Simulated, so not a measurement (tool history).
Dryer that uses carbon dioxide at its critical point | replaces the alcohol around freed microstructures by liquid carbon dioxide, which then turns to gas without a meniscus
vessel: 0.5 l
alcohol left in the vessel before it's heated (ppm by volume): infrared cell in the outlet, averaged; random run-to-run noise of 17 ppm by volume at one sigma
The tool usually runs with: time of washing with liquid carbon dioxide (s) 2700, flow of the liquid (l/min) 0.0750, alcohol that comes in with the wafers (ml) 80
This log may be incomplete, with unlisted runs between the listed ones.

run,hour,time of washing with liquid carbon dioxide (s),flow of the liquid (l/min),alcohol that comes in with the wafers (ml),alcohol left in the vessel before it's heated (ppm by volume)
1,0.0,2700,0.0750,80,1165
2,8.2,2700,0.0750,80,1161
3,22.4,2700,0.0750,80,1234
4,32.5,2760,0.0750,80,1111
5,43.2,2700,0.0750,80,1253
6,53.3,2700,0.0750,38,596
7,62.1,3060,0.0750,80,674
8,73.2,3060,0.0750,97,804
9,92.0,3060,0.0750,97,831
10,107.9,2700,0.0750,80,1282
11,118.5,2700,0.0750,73,1188
12,135.6,2340,0.0750,80,2495
13,144.3,2700,0.0663,80,2220
14,158.0,2700,0.0750,80,1315
15,176.8,2700,0.0750,22,419
16,186.4,2700,0.0750,22,409
17,199.8,2160,0.0577,55,5516
18,212.8,2160,0.0577,106,10755
19,224.0,2940,0.0577,47,1687
20,239.5,2940,0.0577,47,1648
21,255.0,1980,0.1202,23,238
22,264.3,1980,0.1202,23,263
23,274.9,1980,0.1202,23,263
24,288.0,3420,0.0787,82,359
25,298.5,2700,0.0987,67,351
26,307.5,2700,0.0987,67,353
27,320.3,3660,0.1209,55,79
28,328.8,3660,0.0868,38,118
29,343.6,2700,0.0852,72,755

5 options for the next run, each taken on its own from the tool as it stands now. Forecast them:
A,355.1,2700,0.0852,44,?
B,355.1,2700,0.0562,53,?
C,355.1,2700,0.0750,69,?
D,355.1,3180,0.0640,21,?
E,355.1,3900,0.0655,95,?

run,alcohol left in the vessel before it's heated (ppm by volume)
A,495
B,3042
C,1270
D,417
E,555
Take away the tool's hidden state, keep each run's random variation, and the runs would have read:
run,alcohol left in the vessel before it's heated (ppm by volume)
A,319
B,2437
C,927
D,269
E,349
